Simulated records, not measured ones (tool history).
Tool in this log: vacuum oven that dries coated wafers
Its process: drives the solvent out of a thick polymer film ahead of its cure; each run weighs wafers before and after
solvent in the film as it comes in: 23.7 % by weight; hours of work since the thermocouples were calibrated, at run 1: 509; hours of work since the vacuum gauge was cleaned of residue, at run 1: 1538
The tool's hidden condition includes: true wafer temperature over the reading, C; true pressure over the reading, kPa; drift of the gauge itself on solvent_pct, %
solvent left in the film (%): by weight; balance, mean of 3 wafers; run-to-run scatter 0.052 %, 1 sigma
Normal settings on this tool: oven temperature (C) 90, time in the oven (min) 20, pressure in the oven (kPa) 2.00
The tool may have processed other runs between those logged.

run,day,oven temperature (C),time in the oven (min),pressure in the oven (kPa),hours of work since the thermocouples were calibrated,hours of work since the vacuum gauge was cleaned of residue,solvent left in the film (%)
1,0.000,90,20,2.00,509,1538,1.74
2,2.912,90,20,2.00,554,1583,1.83
3,4.592,90,11,2.00,580,1609,4.20
4,6.525,90,11,2.00,609,1638,4.12
5,8.775,90,11,2.00,644,1673,3.99
6,10.454,90,11,2.00,669,1698,4.13
7,12.338,90,11,2.00,698,1727,4.17
8,14.900,90,14,2.00,738,1767,3.06
9,17.262,90,20,2.00,774,1803,1.71
10,20.096,90,20,2.00,817,1846,1.80
11,22.821,90,20,2.00,859,1888,1.92
12,25.821,95,34,2.00,905,1934,0.80
13,27.129,100,11,1.37,925,1954,1.27
14,29.408,100,11,1.37,960,1989,1.33
15,31.962,98,20,1.79,999,2028,0.88
16,33.346,98,20,1.79,1020,2049,0.90
17,35.750,98,20,1.79,1057,2086,0.84
18,37.938,90,10,2.00,1091,2120,4.86
19,40.592,77,18,2.00,1131,2160,7.17
20,42.562,82,20,5.48,1162,2190,6.29
21,43.883,100,20,4.94,1182,2211,1.81
22,45.942,100,13,2.49,1213,2242,1.41

Run by run, hidden condition taken away, random variation retained:
run,solvent left in the film (%)
1,1.48
2,1.56
3,3.81
4,3.71
5,3.57
6,3.68
7,3.72
8,2.63
9,1.37
10,1.44
11,1.55
12,0.59
13,0.97
14,1.02
15,0.66
16,0.68
17,0.61
18,4.15
19,6.24
20,5.41
21,1.55
22,1.07
